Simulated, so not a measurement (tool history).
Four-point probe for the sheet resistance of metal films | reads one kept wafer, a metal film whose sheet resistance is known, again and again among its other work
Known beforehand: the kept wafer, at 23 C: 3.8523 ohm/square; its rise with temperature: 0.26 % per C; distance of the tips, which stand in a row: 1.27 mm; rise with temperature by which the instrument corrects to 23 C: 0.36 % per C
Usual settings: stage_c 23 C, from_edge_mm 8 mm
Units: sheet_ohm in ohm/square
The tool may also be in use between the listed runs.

run	hour	stage_c	from_edge_mm	sheet_ohm
1	0.0	23	8	3.908211
2	34.2	23	8	3.908498
3	95.7	23	6	3.947166
4	157.8	23	6	3.947818
5	225.7	23	6	3.946395
6	285.3	23	6	3.947242
7	332.1	23	6	3.945214
8	396.2	23	6	3.947186
9	466.6	23	7	3.923633
10	526.7	23	7	3.923142
11	591.6	23	8	3.908759
12	664.9	23	8	3.907645
13	732.7	23	8	3.908118
14	765.5	23	8	3.908024
# hour 792.3: stage's thermometer calibrated
15	833.5	33	8	3.871541
16	887.5	33	8	3.869696
17	933.6	33	8	3.871372
18	1001.0	23	4	4.054166
19	1056.4	23	54	3.856950
# hour 1079.2: stage's thermometer calibrated, once more
20	1089.6	23	54	3.851379
21	1123.8	23	54	3.849942
22	1184.2	23	54	3.851283
23	1241.6	23	54	3.852287
24	1311.2	32	8	3.868481
25	1380.4	32	8	3.868587
26	1416.9	27	32	3.837698
27	1489.3	23	15	3.865641
28	1527.7	32	7	3.883949
29	1592.4	22	14	3.870942
30	1626.6	21	59	3.858959
31	1676.3	21	59	3.859119
32	1710.9	35	4	4.000735
33	1782.7	27	9	3.875591
34	1851.7	25	11	3.870535
35	1921.3	25	11	3.869420
36	1962.7	25	11	3.869532
37	2033.3	25	15	3.857693
38	2097.6	25	15	3.856556
39	2163.3	29	8	3.879481
40	2237.9	33	16	3.825423
41	2271.9	32	4	4.011267
42	2342.6	29	8	3.878277
43	2383.3	28	51	3.831522
44	2456.9	24	6	3.935823
45	2490.0	20	4	4.060282
46	2549.1	22	5	3.983698

Some steps in sheet_ohm between neighbouring runs. How much of each would the tool show without its hidden state too (settings, what came in, random variation), and how much is left for the hidden state, with any gauge scatter that isn't in both results?
Hidden state at play: inner tips' distance over the nominal, %; tips' flats over new ones', %; wafer's true temperature over the reading, C; drift of the gauge itself on sheet_ohm, %.
Run 14 -> 15: stage_c 23 -> 33, stage's thermometer calibrated. sheet_ohm -0.036483 ohm/square: hidden state +0.000494, all else -0.036977.
Run 17 -> 18: stage_c 33 -> 23, from_edge_mm 8 -> 4. sheet_ohm +0.182794 ohm/square: hidden state +0.000310, all else +0.182484.
Run 18 -> 19: from_edge_mm 4 -> 54. sheet_ohm -0.197216 ohm/square: hidden state -0.000261, all else -0.196955.
Run 19 -> 20: stage's thermometer calibrated, once more. sheet_ohm -0.005571 ohm/square: hidden state -0.006138, all else +0.000567.
Run 40 -> 41: stage_c 33 -> 32, from_edge_mm 16 -> 4. sheet_ohm +0.185844 ohm/square: hidden state -0.000144, all else +0.185988.

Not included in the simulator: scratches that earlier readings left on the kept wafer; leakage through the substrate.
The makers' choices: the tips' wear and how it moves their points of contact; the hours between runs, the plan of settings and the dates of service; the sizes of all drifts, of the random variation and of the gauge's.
